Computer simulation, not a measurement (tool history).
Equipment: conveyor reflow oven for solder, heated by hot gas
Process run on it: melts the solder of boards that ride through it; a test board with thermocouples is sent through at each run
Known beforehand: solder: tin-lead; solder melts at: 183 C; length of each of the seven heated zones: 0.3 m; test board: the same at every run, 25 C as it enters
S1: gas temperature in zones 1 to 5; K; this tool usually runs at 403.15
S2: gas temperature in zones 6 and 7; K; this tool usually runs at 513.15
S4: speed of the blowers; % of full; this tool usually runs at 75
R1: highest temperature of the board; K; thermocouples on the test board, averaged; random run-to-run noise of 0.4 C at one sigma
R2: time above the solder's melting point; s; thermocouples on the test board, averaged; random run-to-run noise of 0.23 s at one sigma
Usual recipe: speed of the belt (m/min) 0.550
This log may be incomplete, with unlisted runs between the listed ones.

{"run": 1, "day": 0.0, "S1": 403.15, "S2": 513.15, "speed of the belt (m/min)": 0.55, "S4": 75, "R1": 493.55, "R2": 49.3}
{"run": 2, "day": 0.892, "S1": 403.15, "S2": 513.15, "speed of the belt (m/min)": 0.55, "S4": 51, "R1": 487.55, "R2": 43.6}
{"day": 1.354, "done": "flux residue cleaned out of gas plates and filters"}
{"run": 3, "day": 3.004, "S1": 392.15, "S2": 513.15, "speed of the belt (m/min)": 0.55, "S4": 75, "R1": 496.95, "R2": 48.6}
{"run": 4, "day": 4.408, "S1": 394.15, "S2": 513.15, "speed of the belt (m/min)": 0.55, "S4": 75, "R1": 496.55, "R2": 49.3}
{"run": 5, "day": 6.142, "S1": 394.15, "S2": 513.15, "speed of the belt (m/min)": 0.55, "S4": 75, "R1": 497.35, "R2": 49.0}
{"run": 6, "day": 7.788, "S1": 403.15, "S2": 513.15, "speed of the belt (m/min)": 0.55, "S4": 75, "R1": 498.15, "R2": 52.1}
{"run": 7, "day": 9.683, "S1": 403.15, "S2": 526.15, "speed of the belt (m/min)": 0.58, "S4": 75, "R1": 507.85, "R2": 53.9}
{"run": 8, "day": 11.708, "S1": 390.15, "S2": 518.15, "speed of the belt (m/min)": 0.554, "S4": 86, "R1": 503.45, "R2": 51.1}
{"run": 9, "day": 13.546, "S1": 390.15, "S2": 513.15, "speed of the belt (m/min)": 0.635, "S4": 74, "R1": 489.35, "R2": 36.9}
{"run": 10, "day": 14.571, "S1": 391.15, "S2": 513.15, "speed of the belt (m/min)": 0.466, "S4": 75, "R1": 501.15, "R2": 60.7}
{"run": 11, "day": 15.633, "S1": 391.15, "S2": 513.15, "speed of the belt (m/min)": 0.466, "S4": 75, "R1": 500.65, "R2": 60.6}
{"run": 12, "day": 17.512, "S1": 407.15, "S2": 517.15, "speed of the belt (m/min)": 0.642, "S4": 51, "R1": 487.45, "R2": 38.1}

Forecast each of these 3 alternatives for the next run:
{"run": "A", "day": 19.104, "S1": 407.15, "S2": 517.15, "speed of the belt (m/min)": 0.616, "S4": 56, "R1": "?", "R2": "?"}
{"run": "B", "day": 19.104, "S1": 407.15, "S2": 517.15, "speed of the belt (m/min)": 0.5, "S4": 51, "R1": "?", "R2": "?"}
{"run": "C", "day": 19.104, "S1": 407.15, "S2": 507.15, "speed of the belt (m/min)": 0.642, "S4": 51, "R1": "?", "R2": "?"}

run=A R1=491.95 R2=43.1
run=B R1=498.55 R2=58.5
run=C R1=479.85 R2=32.0
With no hidden state in the tool, these same runs would have given:
run=A R1=493.05 R2=43.6
run=B R1=499.05 R2=58.4
run=C R1=480.75 R2=32.8
